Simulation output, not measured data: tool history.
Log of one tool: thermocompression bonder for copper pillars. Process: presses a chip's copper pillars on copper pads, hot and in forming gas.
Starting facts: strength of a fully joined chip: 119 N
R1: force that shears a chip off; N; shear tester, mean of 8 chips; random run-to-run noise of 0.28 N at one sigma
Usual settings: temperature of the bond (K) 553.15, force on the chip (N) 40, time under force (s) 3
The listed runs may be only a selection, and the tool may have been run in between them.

Run 1, hour 0: usual settings. Result: R1 68.8 N.
Run 2, hour 13.3: usual settings but force on the chip (N) 48. Result: R1 75.4 N.
Run 3, hour 21.3: usual settings but force on the chip (N) 48. Result: R1 75 N.
Run 4, hour 38.1: usual settings but force on the chip (N) 48. Result: R1 75 N.
Run 5, hour 47.2: usual settings but force on the chip (N) 48. Result: R1 75.1 N.
Run 6, hour 64.4: usual settings but temperature of the bond (K) 580.15. Result: R1 88.2 N.
Run 7, hour 81.9: usual settings but time under force (s) 7. Result: R1 86.4 N.
Run 8, hour 95.6: usual settings but time under force (s) 7. Result: R1 86.2 N.
Run 9, hour 104.9: usual settings but temperature of the bond (K) 567.15, force on the chip (N) 25. Result: R1 63.4 N.

The next listed run, before its measurement:
Run 10, hour 122.3: usual settings but temperature of the bond (K) 567.15, force on the chip (N) 25. Result: R1 ?.

Run 10 came out at R1 62.8 N.
Take away the tool's hidden state, keep the run-to-run variation as it was, and the same run would have given R1 61.5 N.
